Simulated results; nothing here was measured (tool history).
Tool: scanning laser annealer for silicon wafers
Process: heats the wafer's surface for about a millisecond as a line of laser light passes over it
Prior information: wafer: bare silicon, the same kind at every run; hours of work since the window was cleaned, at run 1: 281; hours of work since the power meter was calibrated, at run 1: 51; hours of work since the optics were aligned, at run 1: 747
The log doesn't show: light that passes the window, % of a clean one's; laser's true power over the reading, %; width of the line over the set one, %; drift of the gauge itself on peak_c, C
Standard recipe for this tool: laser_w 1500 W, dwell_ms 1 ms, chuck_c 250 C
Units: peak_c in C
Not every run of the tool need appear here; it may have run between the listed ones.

run     day  laser_w  dwell_ms  chuck_c  hours of work since the window was cleaned  hours of work since the power meter was calibrated  hours of work since the optics were aligned  peak_c
  1       0     1500         1      250                                         281                                                  51                                          747     945
  2   0.962     1500         1      250                                         293                                                  63                                          758     944
  3   2.075     1500         1      250                                         306                                                  76                                          771     944
  4   2.708     1500         1      250                                         313                                                  83                                          779     941
  5   3.862     1500      1.15      250                                         327                                                  97                                          793     995
  6   4.762     1500      1.15      250                                         338                                                 108                                          803     994
  7   5.567     1500      1.15      250                                         347                                                 117                                          813     990
  8   6.412     1500      1.15      250                                         358                                                 128                                          823     992
  9   7.571     1500      1.15      250                                         371                                                 141                                          837     989
 10   8.325     1500      1.15      250                                         380                                                 150                                          846     989
 11   9.038     1500         1      250                                         389                                                 159                                          854     934
 12   9.983     1500         1      250                                         400                                                 170                                          866     931
 13  10.829     1500         1      250                                         410                                                 180                                          876     931
      11.95  -- window over the wafer cleaned
 14    12.1     1500         1      250                                           2                                                 194                                          890     968
 15  12.888     1379         1      250                                          11                                                 204                                          899     908
 16  14.029     1379         1      250                                          25                                                 217                                          913     904
 17  15.112     1379         1      250                                          38                                                 230                                          926     904
 18  16.221     1379         1      250                                          51                                                 244                                          939     904
       16.5  -- optics aligned, line set to its width
 19      17     1379         1      250                                          58                                                 250                                            6     898
 20  17.667     1500         1      250                                          66                                                 258                                           14     955
 21  18.333     1500         1      250                                          74                                                 266                                           22     953
     18.704  -- optics aligned, line set to its width, once more
 22  19.662     1500      1.15      250                                          87                                                 280                                           11    1017
 23  20.283     1385      1.15      250                                          94                                                 287                                           19     962
 24  20.883     1508         1      250                                         102                                                 294                                           26     966
 25    21.4     1500         1      254                                         108                                                 300                                           32     967
 26  22.458     1500         1      250                                         120                                                 313                                           45     964
 27  23.271     1496      0.79      275                                         130                                                 323                                           54     897
 28  24.004     1496      0.79      275                                         139                                                 332                                           63     899
 29  24.729     1462      0.71      213                                         148                                                 340                                           72     784
 30  25.796     1500       1.1      218                                         160                                                 353                                           85     964
 31  26.825     1607      0.82      289                                         172                                                 365                                           97     967
 32  27.446     1431      0.74      212                                         180                                                 373                                          104     783
 33  28.104     1431      0.74      212                                         188                                                 380                                          112     786
 34  29.008     1413      0.76      212                                         199                                                 391                                          123     787
 35  29.738     1413      0.76      212                                         207                                                 400                                          132     782
 36  30.471     1549      0.97      262                                         216                                                 409                                          140     973
 37  31.279     1549      0.97      262                                         226                                                 418                                          150     973
 38  32.204     1282         1      242                                         237                                                 429                                          161     842
 39  33.208     1500      0.92      211                                         249                                                 441                                          173     879
 40  34.188     1559      0.92      222                                         260                                                 453                                          185     913

Alternative continuations, all from the tool just after run 40; predict every row:
  A  35.029     1500      0.91      251                                         270                                                 463                                          195       ?
  B  35.029     1609         1      250                                         270                                                 463                                          195       ?
  C  35.029     1534      1.07      250                                         270                                                 463                                          195       ?
  D  35.029     1338       0.9      267                                         270                                                 463                                          195       ?
  E  35.029     1500       0.8      250                                         270                                                 463                                          195       ?

run  peak_c
  A     910
  B     997
  C     993
  D     854
  E     868
With the hidden condition removed and each run's random variation left untouched, the same runs would have given:
run  peak_c
  A     939
  B    1029
  C    1026
  D     880
  E     895
